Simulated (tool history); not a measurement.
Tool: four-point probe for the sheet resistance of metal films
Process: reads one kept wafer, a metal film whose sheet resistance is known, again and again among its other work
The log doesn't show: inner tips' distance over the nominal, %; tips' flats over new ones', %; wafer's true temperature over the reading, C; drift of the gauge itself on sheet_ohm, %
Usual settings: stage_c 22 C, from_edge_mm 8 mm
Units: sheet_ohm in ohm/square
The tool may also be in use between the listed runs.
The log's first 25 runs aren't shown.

run,hour,stage_c,from_edge_mm,touches since the probe head was changed,hours of work since the stage's thermometer was calibrated,sheet_ohm
26,488.5,29,15,50993,60,7.124583
27,512.2,32,22,51635,71,7.091542
28,532.2,32,22,52175,80,7.093346
29,559.0,32,22,52898,92,7.090942
30,587.5,31,8,53670,106,7.111877
31,606.8,26,74,54192,114,7.137549
32,632.9,26,74,54898,127,7.140348
33,645.1,26,74,55226,132,7.135934
34,661.7,24,74,55676,140,7.152092
35,680.4,22,8,56181,148,7.184100
36,709.6,21,28,56971,162,7.180020
37,733.3,21,28,57612,173,7.179582
38,758.7,27,7,58299,185,7.140665
39,787.3,27,7,59070,198,7.142196
40,816.5,21,8,59859,211,7.191256
41,846.5,32,8,60671,225,7.091668
42,863.4,32,8,61129,233,7.091990
43,887.0,32,8,61765,244,7.089248
44,912.4,19,24,62454,256,7.187660
45,940.2,19,24,63205,268,7.187450
46,960.7,35,66,63758,278,7.048625

Forecast each of these 3 alternatives for the next run:
A,985.9,23,3,64440,289,?
B,985.9,30,66,64440,289,?
C,985.9,22,3,64440,289,?

run,sheet_ohm
A,7.254354
B,7.089246
C,7.262787
Without the tool's hidden state the same runs would have given:
run,sheet_ohm
A,7.327081
B,7.160353
C,7.335605
